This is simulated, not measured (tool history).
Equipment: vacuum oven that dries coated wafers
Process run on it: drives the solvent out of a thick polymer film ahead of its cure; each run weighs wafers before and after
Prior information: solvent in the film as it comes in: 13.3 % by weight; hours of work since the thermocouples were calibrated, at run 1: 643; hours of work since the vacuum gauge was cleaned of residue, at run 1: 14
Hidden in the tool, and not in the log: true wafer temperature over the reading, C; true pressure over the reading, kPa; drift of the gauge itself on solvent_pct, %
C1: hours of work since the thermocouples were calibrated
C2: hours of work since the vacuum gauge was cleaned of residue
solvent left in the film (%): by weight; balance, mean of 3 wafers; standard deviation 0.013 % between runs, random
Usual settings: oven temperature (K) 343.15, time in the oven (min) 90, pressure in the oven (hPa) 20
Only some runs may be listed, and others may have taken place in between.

Run 1, day 0: usual settings; C1 643; C2 14. Result: solvent left in the film (%) 1.46.
Run 2, day 0.317: usual settings; C1 649; C2 20. Result: solvent left in the film (%) 1.48.
Run 3, day 0.821: usual settings; C1 658; C2 29. Result: solvent left in the film (%) 1.48.
Run 4, day 1.229: usual settings; C1 666; C2 37. Result: solvent left in the film (%) 1.48.
Run 5, day 1.512: usual settings; C1 671; C2 42. Result: solvent left in the film (%) 1.48.
Run 6, day 1.908: usual settings; C1 679; C2 50. Result: solvent left in the film (%) 1.47.
Run 7, day 2.258: usual settings; C1 685; C2 56. Result: solvent left in the film (%) 1.46.
Run 8, day 2.767: usual settings; C1 695; C2 66. Result: solvent left in the film (%) 1.48.
Run 9, day 3.217: usual settings; C1 703; C2 74. Result: solvent left in the film (%) 1.49.
Run 10, day 3.667: usual settings; C1 712; C2 83. Result: solvent left in the film (%) 1.5.
Run 11, day 4.171: usual settings; C1 721; C2 92. Result: solvent left in the film (%) 1.48.
Run 12, day 4.662: usual settings; C1 731; C2 102. Result: solvent left in the film (%) 1.49.
Run 13, day 5.117: usual settings; C1 739; C2 110. Result: solvent left in the film (%) 1.5.
Run 14, day 5.45: usual settings; C1 746; C2 116. Result: solvent left in the film (%) 1.48.
Run 15, day 5.946: usual settings; C1 755; C2 126. Result: solvent left in the film (%) 1.48.
Run 16, day 6.471: usual settings but pressure in the oven (hPa) 31.8; C1 765; C2 136. Result: solvent left in the film (%) 1.77.
At day 6.583: oven's thermocouples calibrated.
Run 17, day 6.954: usual settings but pressure in the oven (hPa) 31.8; C1 7; C2 143. Result: solvent left in the film (%) 1.85.
Run 18, day 7.492: usual settings but pressure in the oven (hPa) 31.8; C1 17; C2 153. Result: solvent left in the film (%) 1.86.
Run 19, day 7.871: usual settings but pressure in the oven (hPa) 31.8; C1 24; C2 160. Result: solvent left in the film (%) 1.86.
Run 20, day 8.479: usual settings but pressure in the oven (hPa) 22.8; C1 36; C2 172. Result: solvent left in the film (%) 1.67.
Run 21, day 8.912: usual settings but pressure in the oven (hPa) 21; C1 44; C2 180. Result: solvent left in the film (%) 1.62.
At day 9.229: oven's thermocouples calibrated, once more.
Run 22, day 9.404: usual settings but time in the oven (min) 82; C1 3; C2 188. Result: solvent left in the film (%) 1.54.
Run 23, day 9.754: usual settings but time in the oven (min) 82; C1 10; C2 194. Result: solvent left in the film (%) 1.53.
Run 24, day 10.242: usual settings but time in the oven (min) 155, pressure in the oven (hPa) 54.6; C1 19; C2 204. Result: solvent left in the film (%) 1.27.
Run 25, day 10.717: usual settings but time in the oven (min) 108, pressure in the oven (hPa) 11.7; C1 28; C2 213. Result: solvent left in the film (%) 0.8.
Run 26, day 11.029: usual settings but oven temperature (K) 338.15, time in the oven (min) 81, pressure in the oven (hPa) 27.7; C1 34; C2 218. Result: solvent left in the film (%) 2.61.
Run 27, day 11.562: usual settings but oven temperature (K) 344.15; C1 44; C2 228. Result: solvent left in the film (%) 1.18.
Run 28, day 11.892: usual settings but oven temperature (K) 331.15, time in the oven (min) 62, pressure in the oven (hPa) 68.3; C1 50; C2 235. Result: solvent left in the film (%) 6.09.
Run 29, day 12.292: usual settings but oven temperature (K) 341.15, time in the oven (min) 57, pressure in the oven (hPa) 38.8; C1 58; C2 242. Result: solvent left in the film (%) 3.4.
Run 30, day 12.771: usual settings but oven temperature (K) 351.15, time in the oven (min) 86, pressure in the oven (hPa) 38.8; C1 67; C2 251. Result: solvent left in the film (%) 0.88.
Run 31, day 13.075: usual settings but pressure in the oven (hPa) 56.1; C1 72; C2 257. Result: solvent left in the film (%) 2.02.
Run 32, day 13.642: usual settings but oven temperature (K) 338.15, time in the oven (min) 159; C1 83; C2 268. Result: solvent left in the film (%) 0.9.
Run 33, day 14.029: usual settings but oven temperature (K) 338.15, time in the oven (min) 159; C1 90; C2 275. Result: solvent left in the film (%) 0.91.
Run 34, day 14.438: usual settings but oven temperature (K) 353.15, time in the oven (min) 66; C1 98; C2 283. Result: solvent left in the film (%) 0.82.
Run 35, day 14.688: usual settings but oven temperature (K) 353.15, time in the oven (min) 66, pressure in the oven (hPa) 17.4; C1 103; C2 287. Result: solvent left in the film (%) 0.79.
Run 36, day 14.996: usual settings but oven temperature (K) 353.15, time in the oven (min) 66, pressure in the oven (hPa) 61.8; C1 109; C2 293. Result: solvent left in the film (%) 1.38.
Run 37, day 15.25: usual settings but oven temperature (K) 331.15, time in the oven (min) 60, pressure in the oven (hPa) 20.4; C1 114; C2 298. Result: solvent left in the film (%) 5.12.
Run 38, day 15.762: usual settings but oven temperature (K) 348.15, time in the oven (min) 138, pressure in the oven (hPa) 58; C1 123; C2 308. Result: solvent left in the film (%) 1.07.
Run 39, day 16.225: usual settings but pressure in the oven (hPa) 79.5; C1 132; C2 316. Result: solvent left in the film (%) 2.48.
Run 40, day 16.567: usual settings but oven temperature (K) 330.15, time in the oven (min) 72, pressure in the oven (hPa) 56.4; C1 138; C2 323. Result: solvent left in the film (%) 5.57.
Run 41, day 17.192: usual settings but oven temperature (K) 338.15, time in the oven (min) 111, pressure in the oven (hPa) 10.7; C1 150; C2 335. Result: solvent left in the film (%) 1.37.
Run 42, day 17.554: usual settings but time in the oven (min) 121, pressure in the oven (hPa) 15.8; C1 157; C2 341. Result: solvent left in the film (%) 0.75.
Run 43, day 18.138: usual settings but time in the oven (min) 130, pressure in the oven (hPa) 15.8; C1 168; C2 352. Result: solvent left in the film (%) 0.67.
Run 44, day 18.496: usual settings but pressure in the oven (hPa) 16.4; C1 175; C2 359. Result: solvent left in the film (%) 1.29.
Run 45, day 19.117: usual settings but time in the oven (min) 154; C1 186; C2 371. Result: solvent left in the film (%) 0.6.
Run 46, day 19.492: usual settings but oven temperature (K) 347.15, time in the oven (min) 104; C1 193; C2 378. Result: solvent left in the film (%) 0.68.

Consider 4 possible next runs. They are alternatives, not a sequence: every one starts from the tool as it was left by run 46. What does each give?
Run A, day 19.904: usual settings but time in the oven (min) 62, pressure in the oven (hPa) 10.9; C1 201; C2 386. Result: solvent left in the film (%) ?.
Run B, day 19.904: usual settings but oven temperature (K) 347.15, time in the oven (min) 104, pressure in the oven (hPa) 79.6; C1 201; C2 386. Result: solvent left in the film (%) ?.
Run C, day 19.904: usual settings but pressure in the oven (hPa) 39.3; C1 201; C2 386. Result: solvent left in the film (%) ?.
Run D, day 19.904: usual settings but oven temperature (K) 358.15, time in the oven (min) 104; C1 201; C2 386. Result: solvent left in the film (%) ?.

run  solvent left in the film (%)
  A                          2.25
  B                          1.69
  C                          1.74
  D                          0.25
The same runs, with their run-to-run variation unchanged, on a tool lacking any hidden condition would have given:
run  solvent left in the film (%)
  A                          2.14
  B                          1.62
  C                          1.65
  D                          0.23

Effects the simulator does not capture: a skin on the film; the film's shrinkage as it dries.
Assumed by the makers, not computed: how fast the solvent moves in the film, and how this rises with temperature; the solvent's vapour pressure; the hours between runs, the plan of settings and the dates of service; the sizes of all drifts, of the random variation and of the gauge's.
